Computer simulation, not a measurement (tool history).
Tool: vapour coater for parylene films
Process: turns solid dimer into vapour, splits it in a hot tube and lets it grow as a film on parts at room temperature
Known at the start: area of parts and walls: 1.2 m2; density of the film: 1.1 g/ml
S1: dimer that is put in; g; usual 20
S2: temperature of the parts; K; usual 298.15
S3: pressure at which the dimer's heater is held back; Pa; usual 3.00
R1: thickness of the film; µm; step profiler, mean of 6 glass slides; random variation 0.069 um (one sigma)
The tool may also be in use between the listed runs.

run 1 hour=0.0 | S1=20 S2=298.15 S3=3.00 | R1=9.62
run 2 hour=23.9 | S1=21 S2=298.15 S3=3.00 | R1=10.23
run 3 hour=39.2 | S1=21 S2=291.15 S3=3.00 | R1=11.40
run 4 hour=65.4 | S1=22 S2=298.15 S3=3.00 | R1=10.68
run 5 hour=86.4 | S1=20 S2=297.15 S3=3.00 | R1=9.79
run 6 hour=103.3 | S1=20 S2=297.15 S3=3.00 | R1=9.85
run 7 hour=120.6 | S1=20 S2=297.15 S3=3.00 | R1=9.84
run 8 hour=151.7 | S1=20 S2=297.15 S3=3.00 | R1=9.83
run 9 hour=180.7 | S1=20 S2=298.15 S3=3.00 | R1=9.66
run 10 hour=213.1 | S1=20 S2=298.15 S3=8.14 | R1=8.00
run 11 hour=243.4 | S1=20 S2=295.15 S3=8.14 | R1=8.42
run 12 hour=262.4 | S1=20 S2=295.15 S3=8.14 | R1=8.50
run 13 hour=276.7 | S1=20 S2=295.15 S3=8.14 | R1=8.45
run 14 hour=304.9 | S1=20 S2=295.15 S3=8.14 | R1=8.56
run 15 hour=337.1 | S1=20 S2=298.15 S3=3.00 | R1=9.56
run 16 hour=371.6 | S1=20 S2=298.15 S3=3.00 | R1=9.65
run 17 hour=404.9 | S1=20 S2=298.15 S3=3.00 | R1=9.77
run 18 hour=426.5 | S1=20 S2=298.15 S3=3.00 | R1=9.67
run 19 hour=456.3 | S1=20 S2=298.15 S3=3.00 | R1=9.69
run 20 hour=472.2 | S1=20 S2=298.15 S3=3.00 | R1=9.54
run 21 hour=500.3 | S1=20 S2=298.15 S3=3.00 | R1=9.64
-- hour=513.2 trap's valve overhauled
run 22 hour=526.7 | S1=20 S2=298.15 S3=3.00 | R1=9.64
run 23 hour=557.4 | S1=10 S2=298.15 S3=3.00 | R1=4.85
run 24 hour=589.4 | S1=19 S2=298.15 S3=5.78 | R1=8.03
run 25 hour=608.0 | S1=19 S2=298.15 S3=5.78 | R1=8.13
run 26 hour=636.2 | S1=25 S2=310.15 S3=4.19 | R1=9.01
run 27 hour=658.7 | S1=25 S2=310.15 S3=4.19 | R1=9.00
run 28 hour=679.4 | S1=25 S2=310.15 S3=4.19 | R1=9.18
run 29 hour=710.4 | S1=25 S2=310.15 S3=4.19 | R1=9.16
run 30 hour=742.0 | S1=20 S2=298.15 S3=2.13 | R1=10.30
run 31 hour=762.6 | S1=28 S2=298.15 S3=3.40 | R1=13.09
run 32 hour=784.7 | S1=28 S2=298.15 S3=3.40 | R1=13.10
run 33 hour=810.4 | S1=9 S2=307.15 S3=7.17 | R1=3.16
run 34 hour=833.6 | S1=9 S2=307.15 S3=7.17 | R1=3.13
run 35 hour=861.4 | S1=9 S2=293.15 S3=3.00 | R1=4.75
run 36 hour=891.8 | S1=12 S2=290.15 S3=3.00 | R1=6.73
run 37 hour=921.3 | S1=12 S2=300.15 S3=2.39 | R1=5.89
run 38 hour=944.2 | S1=14 S2=295.15 S3=2.39 | R1=7.34
run 39 hour=963.8 | S1=22 S2=300.15 S3=11.24 | R1=7.96
run 40 hour=982.7 | S1=22 S2=300.15 S3=11.24 | R1=7.93
run 41 hour=1013.7 | S1=22 S2=300.15 S3=11.24 | R1=8.01
run 42 hour=1033.6 | S1=13 S2=298.15 S3=3.00 | R1=6.23
run 43 hour=1061.8 | S1=8 S2=299.15 S3=3.00 | R1=3.81
run 44 hour=1081.0 | S1=8 S2=299.15 S3=3.00 | R1=3.79
run 45 hour=1101.7 | S1=31 S2=290.15 S3=3.00 | R1=17.32
run 46 hour=1123.1 | S1=15 S2=290.15 S3=3.00 | R1=8.37

5 ways to go on from here, each from the tool as it stands after run 46. What would each give?
run A hour=1148.2 | S1=11 S2=298.15 S3=2.42 | R1=?
run B hour=1148.2 | S1=14 S2=298.15 S3=2.75 | R1=?
run C hour=1148.2 | S1=15 S2=309.15 S3=2.86 | R1=?
run D hour=1148.2 | S1=18 S2=292.15 S3=2.02 | R1=?
run E hour=1148.2 | S1=20 S2=298.15 S3=4.80 | R1=?

run=A R1=5.51
run=B R1=6.82
run=C R1=5.99
run=D R1=10.30
run=E R1=8.71
Without the tool's hidden state the same runs would have given:
run=A R1=5.52
run=B R1=6.84
run=C R1=6.01
run=D R1=10.33
run=E R1=8.73

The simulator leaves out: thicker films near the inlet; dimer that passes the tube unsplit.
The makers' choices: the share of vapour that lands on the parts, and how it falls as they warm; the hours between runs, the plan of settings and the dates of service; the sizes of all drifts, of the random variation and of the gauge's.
